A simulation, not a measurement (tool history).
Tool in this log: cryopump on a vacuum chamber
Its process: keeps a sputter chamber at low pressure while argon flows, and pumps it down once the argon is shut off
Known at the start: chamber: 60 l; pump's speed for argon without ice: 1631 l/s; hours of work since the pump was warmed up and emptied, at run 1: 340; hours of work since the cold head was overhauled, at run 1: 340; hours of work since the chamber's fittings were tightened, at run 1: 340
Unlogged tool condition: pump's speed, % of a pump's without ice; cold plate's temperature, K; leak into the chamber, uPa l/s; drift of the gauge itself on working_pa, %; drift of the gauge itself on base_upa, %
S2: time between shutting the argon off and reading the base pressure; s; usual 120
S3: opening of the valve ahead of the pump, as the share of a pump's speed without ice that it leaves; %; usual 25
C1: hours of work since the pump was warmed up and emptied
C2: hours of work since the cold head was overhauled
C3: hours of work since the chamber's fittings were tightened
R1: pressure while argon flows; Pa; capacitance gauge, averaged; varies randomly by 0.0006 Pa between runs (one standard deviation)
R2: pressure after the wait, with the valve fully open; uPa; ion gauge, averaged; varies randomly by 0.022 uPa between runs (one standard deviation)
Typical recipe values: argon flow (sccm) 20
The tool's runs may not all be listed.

Run 1, day 0: usual settings; C1 340; C2 340; C3 340. Result: R1 0.085 Pa, R2 1.05 uPa.
Run 2, day 3.696: usual settings; C1 401; C2 401; C3 401. Result: R1 0.0859 Pa, R2 1.07 uPa.
Run 3, day 6.596: usual settings; C1 449; C2 449; C3 449. Result: R1 0.086 Pa, R2 1.09 uPa.
Run 4, day 8.208: usual settings but argon flow (sccm) 9; C1 476; C2 476; C3 476. Result: R1 0.0389 Pa, R2 1.16 uPa.
Run 5, day 11.254: usual settings but argon flow (sccm) 9; C1 526; C2 526; C3 526. Result: R1 0.0401 Pa, R2 1.23 uPa.
Run 6, day 13.625: usual settings but argon flow (sccm) 9; C1 565; C2 565; C3 565. Result: R1 0.0396 Pa, R2 1.3 uPa.
Run 7, day 15.325: usual settings but argon flow (sccm) 9; C1 593; C2 593; C3 593. Result: R1 0.039 Pa, R2 1.33 uPa.
Run 8, day 18.821: usual settings but argon flow (sccm) 9; C1 651; C2 651; C3 651. Result: R1 0.0395 Pa, R2 1.44 uPa.
Run 9, day 22.012: usual settings but argon flow (sccm) 9; C1 704; C2 704; C3 704. Result: R1 0.0401 Pa, R2 1.49 uPa.
Run 10, day 23.933: usual settings but argon flow (sccm) 11; C1 736; C2 736; C3 736. Result: R1 0.0481 Pa, R2 1.56 uPa.
Run 11, day 26.429: usual settings; C1 777; C2 777; C3 777. Result: R1 0.0869 Pa, R2 1.53 uPa.
Run 12, day 28.771: usual settings; C1 816; C2 816; C3 816. Result: R1 0.0884 Pa, R2 1.59 uPa.
Run 13, day 31.383: usual settings; C1 859; C2 859; C3 859. Result: R1 0.0884 Pa, R2 1.66 uPa.
Run 14, day 34.379: usual settings but argon flow (sccm) 34, S3 23 %; C1 908; C2 908; C3 908. Result: R1 0.1641 Pa, R2 1.77 uPa.
At day 35.325: pump warmed up, emptied and cooled again.
Run 15, day 37.212: usual settings but argon flow (sccm) 34, S3 23 %; C1 31; C2 952; C3 952. Result: R1 0.154 Pa, R2 1.54 uPa.
Run 16, day 40.217: usual settings but argon flow (sccm) 34, S2 87 s, S3 43 %; C1 81; C2 1002; C3 1002. Result: R1 0.082 Pa, R2 1.82 uPa.
Run 17, day 42.925: usual settings but argon flow (sccm) 34, S2 87 s, S3 43 %; C1 126; C2 1046; C3 1046. Result: R1 0.0837 Pa, R2 1.82 uPa.
Run 18, day 46.471: usual settings but argon flow (sccm) 34, S2 87 s, S3 43 %; C1 184; C2 1105; C3 1105. Result: R1 0.0841 Pa, R2 1.93 uPa.
Run 19, day 48.742: usual settings but argon flow (sccm) 34, S2 87 s, S3 43 %; C1 222; C2 1143; C3 1143. Result: R1 0.0852 Pa, R2 1.9 uPa.
Run 20, day 52.104: usual settings but argon flow (sccm) 34, S2 87 s, S3 43 %; C1 278; C2 1198; C3 1198. Result: R1 0.0846 Pa, R2 2.08 uPa.
Run 21, day 54.675: usual settings but argon flow (sccm) 24, S2 108 s, S3 37 %; C1 320; C2 1241; C3 1241. Result: R1 0.0692 Pa, R2 2 uPa.
Run 22, day 58.129: usual settings but argon flow (sccm) 24, S2 108 s, S3 37 %; C1 377; C2 1298; C3 1298. Result: R1 0.0709 Pa, R2 2.11 uPa.
Run 23, day 60.017: usual settings but argon flow (sccm) 19, S3 55 %; C1 408; C2 1329; C3 1329. Result: R1 0.0379 Pa, R2 2.1 uPa.
Run 24, day 62.788: usual settings but argon flow (sccm) 19, S3 55 %; C1 454; C2 1375; C3 1375. Result: R1 0.0391 Pa, R2 2.27 uPa.
Run 25, day 65.458: usual settings but argon flow (sccm) 26, S2 59 s, S3 20 %; C1 499; C2 1419; C3 1419. Result: R1 0.1402 Pa, R2 2.7 uPa.

How the hidden state differs across the entries between the runs, from the last listed run before each to the first after it:
From run 14 to run 15: pump warmed up, emptied and cooled again (day 35.325)
  pump's speed, % of a pump's without ice: 78.1 -> 98.6; cold plate's temperature, K: 12.45 -> 12.46; leak into the chamber, uPa l/s: 1691 -> 1756
  what was measured, less what the result would be without the hidden state, R1: +0.0103 -> +0.0008 Pa; R2: +1.15 -> +0.93 uPa

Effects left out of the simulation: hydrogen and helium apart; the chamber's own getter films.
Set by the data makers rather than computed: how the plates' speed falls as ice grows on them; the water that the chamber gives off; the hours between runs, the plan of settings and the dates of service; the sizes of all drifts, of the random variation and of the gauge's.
